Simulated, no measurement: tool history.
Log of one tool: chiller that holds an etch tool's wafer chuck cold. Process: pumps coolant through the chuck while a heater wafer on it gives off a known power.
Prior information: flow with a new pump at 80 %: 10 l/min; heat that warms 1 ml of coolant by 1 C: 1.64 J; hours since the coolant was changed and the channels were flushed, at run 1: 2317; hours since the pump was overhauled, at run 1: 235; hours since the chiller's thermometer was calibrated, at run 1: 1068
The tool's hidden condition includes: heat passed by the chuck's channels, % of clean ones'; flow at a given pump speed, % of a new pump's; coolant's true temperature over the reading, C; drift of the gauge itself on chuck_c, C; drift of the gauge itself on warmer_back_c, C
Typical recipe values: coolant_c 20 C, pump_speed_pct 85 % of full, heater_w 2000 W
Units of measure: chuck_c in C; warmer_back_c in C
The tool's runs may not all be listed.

run    hour  coolant_c  pump_speed_pct  heater_w  hours since the coolant was changed and the channels were flushed  hours since the pump was overhauled  hours since the chiller's thermometer was calibrated  chuck_c  warmer_back_c
  1     0.0         20              85      2000                                                               2317                                  235                                                  1068     34.5           6.95
  2   103.8         20              85      2000                                                               2421                                  338                                                  1172     34.4           6.97
  3   203.7         20              85      2000                                                               2521                                  438                                                  1271     34.6           6.95
  4   282.3         20              85      2000                                                               2600                                  517                                                  1350     34.6           7.06
  5   368.1         20              85      2000                                                               2686                                  603                                                  1436     34.8           7.13
  6   468.8         20              85      2000                                                               2786                                  703                                                  1537     34.8           7.06
  7   589.9         20              85      2000                                                               2907                                  825                                                  1658     34.8           7.16
  8   717.6         20              85      2000                                                               3035                                  952                                                  1785     34.8           7.19
      773.6  -- coolant changed, channels flushed
  9   866.1         21              85      2000                                                                 93                                 1095                                                  1928     34.8           7.16
 10  1008.4         21              85      2000                                                                235                                 1237                                                  2070     35.1           7.26
 11  1087.3         21              85      2000                                                                314                                 1316                                                  2149     35.0           7.25
 12  1208.2         20              83      2000                                                                435                                 1437                                                  2270     34.4           7.55
 13  1359.3         20              61      2000                                                                586                                 1588                                                  2421     38.8          10.78
 14  1480.6         20              85      2033                                                                707                                 1709                                                  2542     34.3           7.50
     1493.1  -- coolant pump overhauled
 15  1577.7         20              85      2033                                                                799                                   85                                                  2634     35.1           8.02
 16  1653.4         20              85      2000                                                                875                                  160                                                  2710     35.0           7.85
 17  1753.1         20              85      2000                                                                975                                  260                                                  2810     34.8           7.85
 18  1850.4         11              88      2000                                                               1072                                  357                                                  2907     25.5           7.61
 19  1953.5         28              79      1497                                                               1175                                  460                                                  3010     40.0           6.52
 20  2029.5         28              95      1344                                                               1251                                  536                                                  3086     36.9           4.76
 21  2092.3         28              95      2218                                                               1314                                  599                                                  3149     43.5           7.90
     2109.3  -- coolant pump overhauled, once more
 22  2232.7         28              95      2218                                                               1449                                  123                                                  3285     41.7           6.65
 23  2349.8         22              79      1890                                                               1566                                  241                                                  3402     35.6           7.06
 24  2450.0         20              68      2218                                                               1666                                  341                                                  3502     38.4           9.78
 25  2567.0         16              85      2022                                                               1783                                  458                                                  3619     29.8           7.00
 26  2698.0         22              91      2000                                                               1914                                  589                                                  3750     34.9           6.40
 27  2780.6         22              91      2000                                                               1997                                  671                                                  3832     35.0           6.47
 28  2872.6         17              63      2000                                                               2089                                  763                                                  3924     34.9           9.83
 29  3024.5         12              82      2000                                                               2241                                  915                                                  4076     26.4           7.31
 30  3104.7         18              73      2000                                                               2321                                  995                                                  4156     33.8           8.44
 31  3180.5         11              85      1624                                                               2397                                 1071                                                  4232     22.3           5.81
     3297.5  -- chiller's thermometer calibrated
 32  3298.2         11              85      1624                                                               2514                                 1188                                                     1     23.3           5.79
 33  3403.7         10              85      1848                                                               2619                                 1293                                                   106     24.0           6.69

How would selected steps in chuck_c from run to run divide? Give the signed amount a tool lacking its hidden state would still show from settings, what came in and random variation, and the signed amount left for the hidden state, including any gauge scatter that is not in both of the compared results.
Run 8 -> 9: coolant_c 20 -> 21, coolant changed, channels flushed. chuck_c +0.0 C: hidden state -1.1, all else +1.1.
Run 17 -> 18: coolant_c 20 -> 11, pump_speed_pct 85 -> 88. chuck_c -9.3 C: hidden state +0.0, all else -9.3.
Run 18 -> 19: coolant_c 11 -> 28, pump_speed_pct 88 -> 79, heater_w 2000 -> 1497. chuck_c +14.5 C: hidden state -0.3, all else +14.8.
Run 20 -> 21: heater_w 1344 -> 2218. chuck_c +6.6 C: hidden state +1.0, all else +5.6.
Run 21 -> 22: coolant pump overhauled, once more. chuck_c -1.8 C: hidden state -1.7, all else -0.1.
Run 30 -> 31: coolant_c 18 -> 11, pump_speed_pct 73 -> 85, heater_w 2000 -> 1624. chuck_c -11.5 C: hidden state -0.4, all else -11.1.

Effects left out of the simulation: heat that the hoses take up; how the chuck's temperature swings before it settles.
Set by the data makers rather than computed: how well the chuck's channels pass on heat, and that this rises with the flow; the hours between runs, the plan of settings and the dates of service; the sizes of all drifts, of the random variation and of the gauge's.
